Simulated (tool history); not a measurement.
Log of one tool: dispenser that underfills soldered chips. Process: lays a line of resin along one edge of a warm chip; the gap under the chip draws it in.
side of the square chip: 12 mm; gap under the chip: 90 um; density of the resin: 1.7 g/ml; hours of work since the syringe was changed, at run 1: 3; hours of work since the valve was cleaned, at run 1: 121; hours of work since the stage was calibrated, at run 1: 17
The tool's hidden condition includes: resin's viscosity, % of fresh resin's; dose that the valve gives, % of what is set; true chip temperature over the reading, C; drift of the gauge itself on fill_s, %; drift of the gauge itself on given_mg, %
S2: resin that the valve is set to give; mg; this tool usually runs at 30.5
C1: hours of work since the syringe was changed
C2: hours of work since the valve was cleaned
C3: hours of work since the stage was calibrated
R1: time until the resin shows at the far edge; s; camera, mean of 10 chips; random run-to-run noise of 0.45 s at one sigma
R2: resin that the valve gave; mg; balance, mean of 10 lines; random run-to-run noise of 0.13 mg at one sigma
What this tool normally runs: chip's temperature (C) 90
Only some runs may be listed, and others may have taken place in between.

Run 1, hour 0.0: usual settings; C1 3; C2 121; C3 17. Result: R1 40.3 s, R2 29.12 mg.
Run 2, hour 6.2: usual settings; C1 7; C2 125; C3 21. Result: R1 52.2 s, R2 28.89 mg.
At hour 7.2: new syringe of resin.
Run 3, hour 11.4: usual settings; C1 3; C2 128; C3 24. Result: R1 40.3 s, R2 29.24 mg.
Run 4, hour 15.3: usual settings; C1 5; C2 130; C3 26. Result: R1 45.9 s, R2 28.98 mg.
At hour 19.1: new syringe of resin.
Run 5, hour 22.2: usual settings; C1 2; C2 135; C3 31. Result: R1 38.1 s, R2 28.89 mg.
Run 6, hour 28.6: usual settings; C1 6; C2 139; C3 35. Result: R1 49.1 s, R2 28.95 mg.
At hour 30.5: new syringe of resin.
Run 7, hour 34.2: usual settings but S2 26.8 mg; C1 2; C2 142; C3 38. Result: R1 41.4 s, R2 25.27 mg.
Run 8, hour 39.9: usual settings; C1 6; C2 146; C3 42. Result: R1 49.4 s, R2 28.76 mg.
At hour 42.3: dispensing valve cleaned and set on the balance.
At hour 43.2: new syringe of resin.
Run 9, hour 48.9: usual settings; C1 4; C2 4; C3 47. Result: R1 42.0 s, R2 30.26 mg.
At hour 54.8: new syringe of resin.
Run 10, hour 56.8: usual settings but S2 39.1 mg; C1 1; C2 9; C3 51. Result: R1 35.7 s, R2 38.95 mg.
Run 11, hour 64.1: usual settings but S2 39.1 mg; C1 6; C2 14; C3 56. Result: R1 46.3 s, R2 38.68 mg.
At hour 66.5: new syringe of resin.
Run 12, hour 67.8: usual settings but S2 39.1 mg; C1 1; C2 16; C3 58. Result: R1 34.8 s, R2 38.79 mg.
Run 13, hour 71.8: usual settings but chip's temperature (C) 79, S2 31.5 mg; C1 3; C2 18; C3 61. Result: R1 63.1 s, R2 31.41 mg.
Run 14, hour 75.9: usual settings but chip's temperature (C) 89, S2 28.0 mg; C1 6; C2 21; C3 63. Result: R1 52.4 s, R2 27.83 mg.
At hour 78.2: new syringe of resin.
Run 15, hour 81.4: usual settings but chip's temperature (C) 89, S2 28.0 mg; C1 2; C2 24; C3 67. Result: R1 40.7 s, R2 27.78 mg.
Run 16, hour 88.0: usual settings but chip's temperature (C) 76; C1 6; C2 28; C3 71. Result: R1 88.2 s, R2 30.18 mg.
At hour 90.1: new syringe of resin.
Run 17, hour 92.2: usual settings but chip's temperature (C) 85, S2 29.9 mg; C1 1; C2 31; C3 74. Result: R1 43.3 s, R2 29.84 mg.
Run 18, hour 98.7: usual settings but chip's temperature (C) 85, S2 29.9 mg; C1 5; C2 35; C3 78. Result: R1 58.2 s, R2 29.55 mg.
At hour 101.6: new syringe of resin.
Run 19, hour 103.9: usual settings but chip's temperature (C) 80, S2 32.8 mg; C1 1; C2 38; C3 81. Result: R1 53.3 s, R2 32.21 mg.
Run 20, hour 110.2: usual settings but chip's temperature (C) 86, S2 30.2 mg; C1 6; C2 42; C3 85. Result: R1 55.5 s, R2 29.66 mg.
At hour 113.1: new syringe of resin.
Run 21, hour 113.8: usual settings but chip's temperature (C) 77, S2 30.2 mg; C1 0; C2 44; C3 87. Result: R1 58.2 s, R2 29.91 mg.
Run 22, hour 121.0: usual settings but chip's temperature (C) 77, S2 30.2 mg; C1 5; C2 49; C3 92. Result: R1 78.8 s, R2 29.40 mg.
At hour 124.8: new syringe of resin.
Run 23, hour 126.6: usual settings but S2 33.1 mg; C1 1; C2 52; C3 95. Result: R1 37.1 s, R2 32.48 mg.
Run 24, hour 131.6: usual settings but chip's temperature (C) 93; C1 4; C2 56; C3 98. Result: R1 40.2 s, R2 29.97 mg.

Below, each run's measurement less what the same run would have read without the hidden state. Both values contain the same run-to-run variation, but the gauge's scatter may not be the same in both:
run     R1     R2
  1   +7.1  -1.40
  2  +18.8  -1.43
  3   +6.6  -1.48
  4  +13.1  -1.50
  5   +5.2  -1.54
  6  +16.7  -1.59
  7   +7.0  -1.43
  8  +16.7  -1.67
  9   +8.9  -0.05
 10   +2.9  -0.14
 11  +14.8  -0.21
 12   +2.4  -0.24
 13  +13.4  -0.22
 14  +17.3  -0.22
 15   +5.7  -0.26
 16  +30.2  -0.33
 17   +4.2  -0.35
 18  +17.8  -0.40
 19   +5.6  -0.48
 20  +17.0  -0.49
 21   +3.4  -0.51
 22  +23.5  -0.56
 23   +3.9  -0.65
 24  +10.9  -0.65
